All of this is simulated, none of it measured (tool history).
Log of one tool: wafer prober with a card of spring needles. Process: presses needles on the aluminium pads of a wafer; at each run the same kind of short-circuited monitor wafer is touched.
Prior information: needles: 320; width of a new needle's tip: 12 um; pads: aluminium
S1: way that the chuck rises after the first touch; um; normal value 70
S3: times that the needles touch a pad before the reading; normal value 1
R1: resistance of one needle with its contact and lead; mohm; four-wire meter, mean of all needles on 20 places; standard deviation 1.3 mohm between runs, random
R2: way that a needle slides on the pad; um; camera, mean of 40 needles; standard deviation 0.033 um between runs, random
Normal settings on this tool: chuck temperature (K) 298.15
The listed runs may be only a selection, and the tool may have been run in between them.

run 1 hour=0.0 | S1=70 chuck_temperature_(K)=298.15 S3=1 | R1=179 R2=16.02
-- hour=3.8 tips cleaned on abrasive film
-- hour=7.9 height of the first contact set anew
-- hour=13.6 tips cleaned on abrasive film
-- hour=21.2 tips cleaned on abrasive film
run 2 hour=27.9 | S1=70 chuck_temperature_(K)=298.15 S3=1 | R1=184 R2=16.40
-- hour=29.9 tips cleaned on abrasive film
-- hour=37.4 tips cleaned on abrasive film
-- hour=45.0 tips cleaned on abrasive film
-- hour=54.5 tips cleaned on abrasive film
-- hour=63.9 tips cleaned on abrasive film
-- hour=71.5 tips cleaned on abrasive film
-- hour=81.0 tips cleaned on abrasive film
run 3 hour=86.6 | S1=52 chuck_temperature_(K)=298.15 S3=1 | R1=188 R2=11.98
-- hour=88.6 tips cleaned on abrasive film
-- hour=96.2 tips cleaned on abrasive film
-- hour=103.8 tips cleaned on abrasive film
-- hour=113.2 tips cleaned on abrasive film
-- hour=122.7 tips cleaned on abrasive film
-- hour=132.1 tips cleaned on abrasive film
-- hour=134.1 tips cleaned on abrasive film, once more
run 4 hour=136.0 | S1=52 chuck_temperature_(K)=298.15 S3=1 | R1=182 R2=11.78
-- hour=141.8 tips cleaned on abrasive film
-- hour=145.8 height of the first contact set anew
-- hour=149.6 tips cleaned on abrasive film
-- hour=159.1 tips cleaned on abrasive film
-- hour=166.7 tips cleaned on abrasive film
-- hour=176.1 tips cleaned on abrasive film
-- hour=183.7 tips cleaned on abrasive film
run 5 hour=187.2 | S1=70 chuck_temperature_(K)=298.15 S3=1 | R1=179 R2=16.34
-- hour=192.9 tips cleaned on abrasive film
-- hour=200.5 tips cleaned on abrasive film
-- hour=208.1 tips cleaned on abrasive film
run 6 hour=211.3 | S1=70 chuck_temperature_(K)=298.15 S3=1 | R1=180 R2=16.21
-- hour=217.0 tips cleaned on abrasive film
-- hour=224.6 tips cleaned on abrasive film
-- hour=232.1 tips cleaned on abrasive film
-- hour=239.7 tips cleaned on abrasive film
run 7 hour=241.7 | S1=70 chuck_temperature_(K)=298.15 S3=2 | R1=180 R2=16.12
-- hour=247.4 tips cleaned on abrasive film
-- hour=256.9 tips cleaned on abrasive film
-- hour=264.5 tips cleaned on abrasive film
-- hour=273.9 tips cleaned on abrasive film
-- hour=283.4 tips cleaned on abrasive film
-- hour=283.7 height of the first contact set anew
-- hour=291.3 tips cleaned on abrasive film
run 8 hour=298.1 | S1=70 chuck_temperature_(K)=298.15 S3=2 | R1=179 R2=16.43
-- hour=300.1 tips cleaned on abrasive film
-- hour=307.7 tips cleaned on abrasive film
-- hour=317.2 tips cleaned on abrasive film
-- hour=326.6 tips cleaned on abrasive film
-- hour=334.2 tips cleaned on abrasive film
run 9 hour=338.4 | S1=70 chuck_temperature_(K)=298.15 S3=1 | R1=180 R2=16.32
-- hour=342.3 tips cleaned on abrasive film
-- hour=349.9 tips cleaned on abrasive film
-- hour=357.4 tips cleaned on abrasive film
-- hour=365.0 tips cleaned on abrasive film
-- hour=372.6 tips cleaned on abrasive film
run 10 hour=375.2 | S1=70 chuck_temperature_(K)=298.15 S3=1 | R1=180 R2=16.12
-- hour=380.9 tips cleaned on abrasive film
-- hour=390.4 tips cleaned on abrasive film
-- hour=398.0 tips cleaned on abrasive film
-- hour=405.6 tips cleaned on abrasive film
-- hour=413.1 tips cleaned on abrasive film
run 11 hour=415.1 | S1=70 chuck_temperature_(K)=298.15 S3=1 | R1=177 R2=16.03
-- hour=420.8 tips cleaned on abrasive film
-- hour=421.1 height of the first contact set anew
-- hour=430.5 tips cleaned on abrasive film
-- hour=438.1 tips cleaned on abrasive film
-- hour=445.7 tips cleaned on abrasive film
-- hour=453.3 tips cleaned on abrasive film
-- hour=460.9 tips cleaned on abrasive film
-- hour=470.3 tips cleaned on abrasive film
run 12 hour=472.5 | S1=62 chuck_temperature_(K)=323.15 S3=1 | R1=186 R2=14.47
-- hour=478.2 tips cleaned on abrasive film
-- hour=485.8 tips cleaned on abrasive film
-- hour=493.4 tips cleaned on abrasive film
run 13 hour=497.3 | S1=62 chuck_temperature_(K)=323.15 S3=1 | R1=189 R2=14.33
-- hour=501.1 tips cleaned on abrasive film
-- hour=510.6 tips cleaned on abrasive film
-- hour=518.1 tips cleaned on abrasive film
-- hour=527.6 tips cleaned on abrasive film
run 14 hour=533.6 | S1=81 chuck_temperature_(K)=362.15 S3=2 | R1=192 R2=18.76
-- hour=535.6 tips cleaned on abrasive film
-- hour=545.0 tips cleaned on abrasive film
-- hour=554.5 tips cleaned on abrasive film
-- hour=558.5 height of the first contact set anew
-- hour=562.4 tips cleaned on abrasive film
run 15 hour=564.1 | S1=74 chuck_temperature_(K)=389.15 S3=2 | R1=194 R2=17.33
-- hour=571.6 tips cleaned on abrasive film
-- hour=579.2 tips cleaned on abrasive film
-- hour=586.8 tips cleaned on abrasive film
-- hour=594.4 tips cleaned on abrasive film
-- hour=603.8 tips cleaned on abrasive film
-- hour=611.4 tips cleaned on abrasive film
run 16 hour=615.5 | S1=50 chuck_temperature_(K)=389.15 S3=2 | R1=204 R2=11.53
-- hour=619.3 tips cleaned on abrasive film
-- hour=626.9 tips cleaned on abrasive film
-- hour=634.5 tips cleaned on abrasive film
-- hour=642.1 tips cleaned on abrasive film
-- hour=649.7 tips cleaned on abrasive film
-- hour=658.8 tips cleaned on abrasive film
run 17 hour=658.8 | S1=69 chuck_temperature_(K)=299.15 S3=1 | R1=177 R2=15.83
-- hour=668.3 tips cleaned on abrasive film
-- hour=675.9 tips cleaned on abrasive film
-- hour=683.4 tips cleaned on abrasive film
-- hour=692.9 tips cleaned on abrasive film
-- hour=695.1 height of the first contact set anew
-- hour=700.8 tips cleaned on abrasive film
-- hour=708.4 tips cleaned on abrasive film
run 18 hour=713.4 | S1=56 chuck_temperature_(K)=353.15 S3=1 | R1=199 R2=13.11
-- hour=717.2 tips cleaned on abrasive film
-- hour=726.7 tips cleaned on abrasive film
-- hour=736.1 tips cleaned on abrasive film
-- hour=745.6 tips cleaned on abrasive film
-- hour=753.1 tips cleaned on abrasive film
-- hour=760.7 tips cleaned on abrasive film
run 19 hour=765.3 | S1=56 chuck_temperature_(K)=363.15 S3=3 | R1=197 R2=12.96
-- hour=769.2 tips cleaned on abrasive film
-- hour=778.6 tips cleaned on abrasive film
-- hour=786.2 tips cleaned on abrasive film
-- hour=795.7 tips cleaned on abrasive film
run 20 hour=798.1 | S1=56 chuck_temperature_(K)=363.15 S3=3 | R1=195 R2=12.87
-- hour=803.9 tips cleaned on abrasive film
-- hour=813.3 tips cleaned on abrasive film
-- hour=820.9 tips cleaned on abrasive film
-- hour=830.3 tips cleaned on abrasive film
run 21 hour=830.8 | S1=56 chuck_temperature_(K)=363.15 S3=3 | R1=195 R2=12.74
-- hour=832.9 height of the first contact set anew
-- hour=838.7 tips cleaned on abrasive film
-- hour=846.2 tips cleaned on abrasive film
-- hour=853.8 tips cleaned on abrasive film
-- hour=861.4 tips cleaned on abrasive film
-- hour=870.9 tips cleaned on abrasive film
-- hour=880.3 tips cleaned on abrasive film
run 22 hour=887.1 | S1=56 chuck_temperature_(K)=363.15 S3=3 | R1=201 R2=13.03

A few steps of R1 between consecutive runs. Split each: what settings, incoming material and random variation would produce without the hidden state, and what is left over for the hidden state, along with gauge scatter present in only one of the two compared results (measured, and without hidden state):
Hidden conditions of the tool in this case: debris on the tips, nm; way that the needles fall short of the set height, um; tips' diameter, um; drift of the gauge itself on contact_mohm, %; drift of the gauge itself on scrub_um, %.
Run 15 -> 16: S1 74 -> 50, tips cleaned on abrasive film, tips cleaned on abrasive film, tips cleaned on abrasive film, tips cleaned on abrasive film, tips cleaned on abrasive film, tips cleaned on abrasive film. R1 +10 mohm: hidden state +9, all else +1.
Run 16 -> 17: S1 50 -> 69, chuck temperature (K) 389.15 -> 299.15, S3 2 -> 1, tips cleaned on abrasive film, tips cleaned on abrasive film, tips cleaned on abrasive film, tips cleaned on abrasive film, tips cleaned on abrasive film, tips cleaned on abrasive film. R1 -27 mohm: hidden state -8, all else -19.
Run 17 -> 18: S1 69 -> 56, chuck temperature (K) 299.15 -> 353.15, tips cleaned on abrasive film, tips cleaned on abrasive film, tips cleaned on abrasive film, tips cleaned on abrasive film, height of the first contact set anew, tips cleaned on abrasive film, tips cleaned on abrasive film. R1 +22 mohm: hidden state +11, all else +11.

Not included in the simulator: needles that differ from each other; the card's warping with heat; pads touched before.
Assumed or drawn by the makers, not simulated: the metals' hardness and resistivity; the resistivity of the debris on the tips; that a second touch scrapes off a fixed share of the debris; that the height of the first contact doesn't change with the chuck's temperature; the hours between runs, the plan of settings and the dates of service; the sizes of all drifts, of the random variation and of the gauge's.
